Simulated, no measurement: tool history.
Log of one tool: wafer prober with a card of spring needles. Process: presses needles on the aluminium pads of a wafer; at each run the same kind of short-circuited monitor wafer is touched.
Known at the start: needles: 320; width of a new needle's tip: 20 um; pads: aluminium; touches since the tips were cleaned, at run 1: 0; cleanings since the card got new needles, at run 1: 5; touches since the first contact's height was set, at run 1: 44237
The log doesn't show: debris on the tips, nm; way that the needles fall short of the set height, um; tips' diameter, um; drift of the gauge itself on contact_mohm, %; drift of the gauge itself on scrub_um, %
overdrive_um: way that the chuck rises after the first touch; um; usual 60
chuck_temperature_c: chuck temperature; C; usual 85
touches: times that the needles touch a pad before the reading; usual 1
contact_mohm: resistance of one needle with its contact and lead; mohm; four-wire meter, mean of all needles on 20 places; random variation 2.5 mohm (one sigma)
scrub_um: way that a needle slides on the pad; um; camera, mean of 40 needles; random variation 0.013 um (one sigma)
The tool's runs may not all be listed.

run,hour,overdrive_um,chuck_temperature_c,touches,touches since the tips were cleaned,cleanings since the card got new needles,touches since the first contact's height was set,contact_mohm,scrub_um
1,0.0,60,85,1,0,5,44237,280,8.47
2,8.1,60,85,1,2611,5,46848,281,8.48
3,12.6,60,85,1,4029,5,48266,280,8.50
4,18.5,60,85,1,5946,5,50183,278,8.48
# hour 24.2: tips cleaned on abrasive film
5,24.5,60,85,1,73,6,52056,281,8.49
6,29.1,61,85,1,1549,6,53532,281,8.63
7,36.6,61,85,1,3956,6,55939,279,8.63
8,43.2,73,85,1,6069,6,58052,281,10.31
# hour 48.8: tips cleaned on abrasive film
9,49.5,73,85,2,239,7,60059,276,10.34
10,54.9,60,85,1,1955,7,61775,280,8.48
11,63.9,60,85,1,4862,7,64682,278,8.49
# hour 73.2: tips cleaned on abrasive film
12,73.2,60,85,1,0,8,67637,275,8.48
13,77.6,60,85,1,1407,8,69044,283,8.49
14,83.7,60,85,1,3352,8,70989,282,8.48
15,92.2,60,85,1,6066,8,73703,285,8.46
16,96.1,44,85,2,7342,8,74979,289,6.22
# hour 97.8: tips cleaned on abrasive film
17,100.4,50,74,2,835,9,76317,279,7.07
18,105.9,52,113,1,2585,9,78067,293,7.37
19,112.2,53,113,2,4608,9,80090,288,7.50
20,120.4,65,113,2,7261,9,82743,287,9.19
# hour 122.0: tips cleaned on abrasive film
21,126.4,60,85,3,1421,10,84621,278,8.47
22,135.5,64,85,1,4349,10,87549,281,9.04
23,142.0,64,85,1,6436,10,89636,277,9.04
# hour 146.1: tips cleaned on abrasive film
24,150.8,49,90,2,1482,11,92404,291,6.93
25,159.8,46,52,1,4389,11,95311,277,6.51
26,163.6,48,52,2,5616,11,96538,275,6.78
27,169.9,72,85,2,7618,11,98540,277,10.18
# hour 170.5: tips cleaned on abrasive film
28,175.5,50,115,1,1609,12,100304,288,7.07
29,181.7,60,77,2,3592,12,102287,272,8.50

Forecast each of these 5 alternatives for the next run:
A,188.2,53,89,2,5688,12,104383,?,?
B,188.2,60,112,2,5688,12,104383,?,?
C,188.2,60,78,1,5688,12,104383,?,?
D,188.2,60,30,2,5688,12,104383,?,?
E,188.2,80,74,2,5688,12,104383,?,?

run,contact_mohm,scrub_um
A,278,7.48
B,286,8.49
C,280,8.50
D,262,8.49
E,272,11.32
Without the tool's hidden state the same runs would have given:
run,contact_mohm,scrub_um
A,277,7.48
B,286,8.49
C,280,8.50
D,262,8.49
E,271,11.33
